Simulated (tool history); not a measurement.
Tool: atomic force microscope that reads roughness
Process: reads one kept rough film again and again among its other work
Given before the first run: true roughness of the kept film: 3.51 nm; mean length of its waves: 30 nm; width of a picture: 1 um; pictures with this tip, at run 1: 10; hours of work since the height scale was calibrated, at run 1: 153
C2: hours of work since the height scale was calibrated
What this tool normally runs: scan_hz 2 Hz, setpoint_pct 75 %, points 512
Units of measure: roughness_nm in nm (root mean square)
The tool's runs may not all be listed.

Run 1, hour 0: usual settings; pictures with this tip 10; C2 153. Result: roughness_nm 3.033 nm (root mean square).
Run 2, hour 29: usual settings; pictures with this tip 64; C2 168. Result: roughness_nm 2.762 nm (root mean square).
At hour 33.3: new tip fitted.
At hour 69.5: new tip fitted.
Run 3, hour 70.9: usual settings but setpoint_pct 70 %; pictures with this tip 3; C2 190. Result: roughness_nm 3.098 nm (root mean square).
Run 4, hour 101.6: usual settings but setpoint_pct 70 %; pictures with this tip 60; C2 207. Result: roughness_nm 2.792 nm (root mean square).
At hour 105.3: new tip fitted.
Run 5, hour 137.2: usual settings but scan_hz 0.78 Hz; pictures with this tip 60; C2 226. Result: roughness_nm 2.842 nm (root mean square).
At hour 141.4: new tip fitted.
Run 6, hour 173.7: usual settings; pictures with this tip 61; C2 245. Result: roughness_nm 2.756 nm (root mean square).
At hour 177.2: height scale calibrated on a step standard.
At hour 180.1: new tip fitted.
Run 7, hour 202.9: usual settings but scan_hz 3.07 Hz; pictures with this tip 42; C2 14. Result: roughness_nm 2.792 nm (root mean square).
At hour 217.3: new tip fitted.
Run 8, hour 245.8: usual settings but scan_hz 3.07 Hz; pictures with this tip 53; C2 37. Result: roughness_nm 2.746 nm (root mean square).
At hour 253.4: new tip fitted.
Run 9, hour 272.1: usual settings; pictures with this tip 35; C2 51. Result: roughness_nm 2.939 nm (root mean square).
At hour 289.1: new tip fitted.
Run 10, hour 301.3: usual settings but scan_hz 1.51 Hz, points 481; pictures with this tip 23; C2 66. Result: roughness_nm 3.008 nm (root mean square).
At hour 325.5: new tip fitted.
Run 11, hour 333.2: usual settings but setpoint_pct 72 %, points 931; pictures with this tip 15; C2 83. Result: roughness_nm 3.063 nm (root mean square).
At hour 343.6: height scale calibrated on a step standard, once more.
Run 12, hour 354.9: usual settings but setpoint_pct 72 %, points 931; pictures with this tip 54; C2 6. Result: roughness_nm 2.84 nm (root mean square).
At hour 361.9: new tip fitted.
Run 13, hour 377.5: usual settings but scan_hz 2.5 Hz, setpoint_pct 76 %, points 592; pictures with this tip 29; C2 18. Result: roughness_nm 2.885 nm (root mean square).
At hour 398.5: new tip fitted.
Run 14, hour 410.2: usual settings but scan_hz 2.5 Hz, setpoint_pct 76 %, points 592; pictures with this tip 21; C2 36. Result: roughness_nm 2.947 nm (root mean square).

Predict the results of run 15:
Run 15, hour 430.7: usual settings but scan_hz 3.03 Hz, points 791; pictures with this tip 60; C2 47. Result: roughness_nm ?.

roughness_nm: 2.728 nm (root mean square)
Had the tool carried no hidden state, the very same run would have given roughness_nm 3.07 nm (root mean square).
